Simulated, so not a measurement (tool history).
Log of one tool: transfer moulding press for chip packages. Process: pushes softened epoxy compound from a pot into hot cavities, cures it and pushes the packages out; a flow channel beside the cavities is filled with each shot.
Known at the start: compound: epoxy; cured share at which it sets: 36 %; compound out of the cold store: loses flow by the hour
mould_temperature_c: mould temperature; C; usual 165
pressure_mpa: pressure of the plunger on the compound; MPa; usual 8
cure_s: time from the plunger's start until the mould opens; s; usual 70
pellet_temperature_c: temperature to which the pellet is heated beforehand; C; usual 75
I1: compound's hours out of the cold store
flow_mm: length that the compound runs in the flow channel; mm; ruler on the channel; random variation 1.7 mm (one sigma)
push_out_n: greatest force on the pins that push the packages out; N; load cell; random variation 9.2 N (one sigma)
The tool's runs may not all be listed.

Run 1, day 0: usual settings; I1 29.3. Result: flow_mm 689 mm, push_out_n 415 N.
Run 2, day 1.75: usual settings; I1 41.9. Result: flow_mm 649 mm, push_out_n 647 N.
At day 2.617: cavities cleaned with cleaning compound and waxed.
Run 3, day 3.108: usual settings; I1 17.3. Result: flow_mm 706 mm, push_out_n 843 N.
Run 4, day 4.258: usual settings but pellet_temperature_c 84 C; I1 19.3. Result: flow_mm 696 mm, push_out_n 885 N.
At day 5.175: cavities cleaned with cleaning compound and waxed.
Run 5, day 6.671: usual settings but pellet_temperature_c 84 C; I1 22.3. Result: flow_mm 683 mm, push_out_n 623 N.
At day 7.846: cavities cleaned with cleaning compound and waxed.
Run 6, day 8.125: usual settings; I1 23.5. Result: flow_mm 670 mm, push_out_n 466 N.
At day 8.958: plunger's sealing rings changed.
Run 7, day 10.346: usual settings; I1 38.6. Result: flow_mm 657 mm, push_out_n 685 N.
At day 10.546: cavities cleaned with cleaning compound and waxed.
Run 8, day 12.329: usual settings; I1 21.7. Result: flow_mm 691 mm, push_out_n 691 N.
At day 13.158: cavities cleaned with cleaning compound and waxed.
Run 9, day 14.354: usual settings but mould_temperature_c 162 C; I1 28.6. Result: flow_mm 672 mm, push_out_n 664 N.
At day 15.7: cavities cleaned with cleaning compound and waxed, once more.
Run 10, day 15.775: usual settings but mould_temperature_c 162 C; I1 22.7. Result: flow_mm 681 mm, push_out_n 488 N.
At day 18.017: plunger's sealing rings changed.
Run 11, day 18.017: usual settings but mould_temperature_c 162 C; I1 40. Result: flow_mm 660 mm, push_out_n 812 N.
At day 18.433: cavities cleaned with cleaning compound and waxed.
Run 12, day 19.633: usual settings but mould_temperature_c 162 C; I1 40.5. Result: flow_mm 653 mm, push_out_n 687 N.
Run 13, day 20.629: usual settings but mould_temperature_c 162 C; I1 22.4. Result: flow_mm 698 mm, push_out_n 810 N.
At day 21.129: cavities cleaned with cleaning compound and waxed.
Run 14, day 22.05: usual settings but mould_temperature_c 162 C, pressure_mpa 6.03 MPa, pellet_temperature_c 70 C; I1 35.2. Result: flow_mm 570 mm, push_out_n 657 N.
Run 15, day 23.425: usual settings but mould_temperature_c 164 C, pressure_mpa 7.2 MPa, cure_s 75 s, pellet_temperature_c 84 C; I1 29. Result: flow_mm 628 mm, push_out_n 669 N.
At day 23.679: cavities cleaned with cleaning compound and waxed.
Run 16, day 25.65: usual settings but mould_temperature_c 164 C, pressure_mpa 7.2 MPa, cure_s 75 s, pellet_temperature_c 84 C; I1 9.4. Result: flow_mm 674 mm, push_out_n 680 N.
At day 26.371: cavities cleaned with cleaning compound and waxed.
At day 27.108: plunger's sealing rings changed.
Run 17, day 28.038: usual settings but mould_temperature_c 164 C, pressure_mpa 7.2 MPa, cure_s 75 s, pellet_temperature_c 84 C; I1 15.3. Result: flow_mm 687 mm, push_out_n 611 N.
At day 29.171: cavities cleaned with cleaning compound and waxed.
Run 18, day 29.171: usual settings but mould_temperature_c 164 C, pressure_mpa 7.2 MPa, cure_s 75 s, pellet_temperature_c 74 C; I1 22.9. Result: flow_mm 661 mm, push_out_n 393 N.
Run 19, day 30.817: usual settings but mould_temperature_c 164 C, pressure_mpa 7.2 MPa, cure_s 75 s, pellet_temperature_c 74 C; I1 23.9. Result: flow_mm 653 mm, push_out_n 604 N.
At day 31.867: cavities cleaned with cleaning compound and waxed.
Run 20, day 31.929: usual settings but mould_temperature_c 163 C, pressure_mpa 7.87 MPa, cure_s 106 s, pellet_temperature_c 72 C; I1 28.7. Result: flow_mm 667 mm, push_out_n 334 N.
At day 33.408: mould's thermocouples calibrated.
Run 21, day 33.904: usual settings but pellet_temperature_c 83 C; I1 32.1. Result: flow_mm 652 mm, push_out_n 667 N.
At day 34.517: cavities cleaned with cleaning compound and waxed.
Run 22, day 35.021: usual settings but pellet_temperature_c 83 C; I1 26.9. Result: flow_mm 663 mm, push_out_n 506 N.
At day 36.283: plunger's sealing rings changed.
Run 23, day 36.992: usual settings but pellet_temperature_c 83 C; I1 43.3. Result: flow_mm 647 mm, push_out_n 686 N.
At day 37.204: cavities cleaned with cleaning compound and waxed.
Run 24, day 39.25: usual settings but pellet_temperature_c 83 C; I1 25. Result: flow_mm 687 mm, push_out_n 724 N.
At day 39.879: cavities cleaned with cleaning compound and waxed.
Run 25, day 40.533: usual settings but mould_temperature_c 162 C, pellet_temperature_c 83 C; I1 30.6. Result: flow_mm 671 mm, push_out_n 569 N.
At day 42.45: cavities cleaned with cleaning compound and waxed.
Run 26, day 42.975: usual settings but mould_temperature_c 162 C, pellet_temperature_c 83 C; I1 25.9. Result: flow_mm 675 mm, push_out_n 584 N.

Forecast each of these 5 alternatives for the next run:
Run A, day 44.85: usual settings but mould_temperature_c 167 C, pressure_mpa 7.47 MPa, cure_s 104 s, pellet_temperature_c 83 C; I1 37.1. Result: flow_mm ?, push_out_n ?.
Run B, day 44.85: usual settings but mould_temperature_c 163 C, cure_s 85 s, pellet_temperature_c 76 C; I1 40.3. Result: flow_mm ?, push_out_n ?.
Run C, day 44.85: usual settings but mould_temperature_c 166 C, pressure_mpa 8.1 MPa; I1 46. Result: flow_mm ?, push_out_n ?.
Run D, day 44.85: usual settings but mould_temperature_c 162 C, cure_s 74 s; I1 34.6. Result: flow_mm ?, push_out_n ?.
Run E, day 44.85: usual settings but mould_temperature_c 169 C, cure_s 80 s, pellet_temperature_c 76 C; I1 40.7. Result: flow_mm ?, push_out_n ?.

run  flow_mm  push_out_n
  A      608         632
  B      627         618
  C      616         697
  D      643         757
  E      617         612
Without the tool's hidden state the same runs would have given:
run  flow_mm  push_out_n
  A      640         352
  B      661         344
  C      649         389
  D      678         424
  E      650         338
